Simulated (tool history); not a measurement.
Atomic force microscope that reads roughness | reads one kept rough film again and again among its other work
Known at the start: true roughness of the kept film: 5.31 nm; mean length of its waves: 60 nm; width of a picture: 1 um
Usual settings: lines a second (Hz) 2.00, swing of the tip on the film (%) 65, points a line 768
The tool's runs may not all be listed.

run	hour	lines a second (Hz)	swing of the tip on the film (%)	points a line	roughness of the kept film (nm (root mean square))
1	0.0	2.00	65	768	4.410
2	43.2	2.00	65	768	4.649
3	71.9	2.00	65	768	4.621
4	123.0	2.00	65	768	4.538
5	158.3	2.00	65	768	4.495
6	189.9	2.00	65	768	4.423
7	241.7	2.00	65	768	4.385
8	297.0	2.00	65	768	4.590
9	340.1	2.00	85	768	4.036
10	390.9	2.00	85	768	3.982
11	418.7	2.00	85	768	3.903
12	472.8	2.00	56	768	4.529
13	529.5	0.54	65	549	4.886
14	580.3	0.57	65	1020	4.820
15	623.9	2.00	68	399	4.445
16	649.4	2.00	68	399	4.390
17	687.4	2.00	68	399	4.379
18	733.7	1.02	77	529	4.684
19	780.7	1.50	90	429	4.142
20	805.6	1.50	90	429	4.083
21	833.9	1.50	65	889	4.619

Not shown: 4 entries that the log had between the listed runs. Between which runs, and how does the tool's hidden state differ before and after?
Between runs 1 and 2: new tip fitted (hour 35.3)
  radius of the tip, nm: 21.5 -> 11; height scale over the true one, %: 0.13 -> 0.14
  measured less the result without the state, roughness of the kept film (nm (root mean square)): -0.274 -> -0.019
Between runs 7 and 8: new tip fitted (hour 264.4)
  radius of the tip, nm: 22.1 -> 12.3; height scale over the true one, %: 0.2 -> 0.22
  measured less the result without the state, roughness of the kept film (nm (root mean square)): -0.282 -> -0.047
Between runs 12 and 13: new tip fitted (hour 495.5)
  radius of the tip, nm: 22 -> 12.3; height scale over the true one, %: 0.27 -> 0.29
  measured less the result without the state, roughness of the kept film (nm (root mean square)): -0.286 -> -0.048
Between runs 17 and 18: new tip fitted (hour 724.8)
  radius of the tip, nm: 21.1 -> 10.5; height scale over the true one, %: 0.34 -> 0.35
  measured less the result without the state, roughness of the kept film (nm (root mean square)): -0.252 -> +0.003
